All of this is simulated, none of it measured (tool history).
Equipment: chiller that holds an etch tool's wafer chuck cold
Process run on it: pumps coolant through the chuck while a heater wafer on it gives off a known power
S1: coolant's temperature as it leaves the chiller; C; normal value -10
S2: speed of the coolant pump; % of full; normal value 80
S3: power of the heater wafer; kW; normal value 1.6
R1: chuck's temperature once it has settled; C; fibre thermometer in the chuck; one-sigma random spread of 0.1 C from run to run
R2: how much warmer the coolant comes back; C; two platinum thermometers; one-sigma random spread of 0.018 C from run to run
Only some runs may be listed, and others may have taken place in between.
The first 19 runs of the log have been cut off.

{"day": 27.512, "done": "gauge calibrated"}
{"run": 20, "day": 28.096, "S1": -14, "S2": 83, "S3": 2.04, "R1": -1.7, "R2": 4.33}
{"run": 21, "day": 29.762, "S1": -10, "S2": 80, "S3": 1.634, "R1": 0, "R2": 3.58}
{"run": 22, "day": 31.283, "S1": -10, "S2": 80, "S3": 1.634, "R1": 0.1, "R2": 3.66}
{"run": 23, "day": 32.812, "S1": -10, "S2": 80, "S3": 1.634, "R1": 0.1, "R2": 3.68}
{"run": 24, "day": 34.179, "S1": -10, "S2": 80, "S3": 1.634, "R1": 0.3, "R2": 3.72}
{"run": 25, "day": 36.029, "S1": -4, "S2": 80, "S3": 1.6, "R1": 5.9, "R2": 3.63}
{"run": 26, "day": 37.825, "S1": -9, "S2": 65, "S3": 1.214, "R1": 0.3, "R2": 3.57}
{"run": 27, "day": 38.75, "S1": -5, "S2": 65, "S3": 1.214, "R1": 4.3, "R2": 3.53}
{"run": 28, "day": 39.867, "S1": -5, "S2": 65, "S3": 1.214, "R1": 4.5, "R2": 3.59}
{"run": 29, "day": 41.25, "S1": -5, "S2": 65, "S3": 1.944, "R1": 9.8, "R2": 5.63}
{"run": 30, "day": 42.55, "S1": -3, "S2": 65, "S3": 1.944, "R1": 11.9, "R2": 5.67}
{"run": 31, "day": 43.646, "S1": -12, "S2": 65, "S3": 1.944, "R1": 3, "R2": 5.65}

Predict each of these 5 candidate next runs independently; none follows another, all start after run 31:
{"run": "A", "day": 45.308, "S1": -13, "S2": 80, "S3": 2.041, "R1": "?", "R2": "?"}
{"run": "B", "day": 45.308, "S1": -7, "S2": 78, "S3": 1.385, "R1": "?", "R2": "?"}
{"run": "C", "day": 45.308, "S1": -10, "S2": 68, "S3": 1.594, "R1": "?", "R2": "?"}
{"run": "D", "day": 45.308, "S1": -10, "S2": 76, "S3": 1.6, "R1": "?", "R2": "?"}
{"run": "E", "day": 45.308, "S1": -12, "S2": 92, "S3": 1.944, "R1": "?", "R2": "?"}

run=A R1=-0.4 R2=4.8
run=B R1=1.9 R2=3.43
run=C R1=1.5 R2=4.49
run=D R1=0.6 R2=3.99
run=E R1=-1.6 R2=3.93
What these runs would have given with no unlogged condition in the tool:
run=A R1=-0.4 R2=4.53
run=B R1=1.9 R2=3.17
run=C R1=1.5 R2=4.22
run=D R1=0.6 R2=3.72
run=E R1=-1.6 R2=3.66

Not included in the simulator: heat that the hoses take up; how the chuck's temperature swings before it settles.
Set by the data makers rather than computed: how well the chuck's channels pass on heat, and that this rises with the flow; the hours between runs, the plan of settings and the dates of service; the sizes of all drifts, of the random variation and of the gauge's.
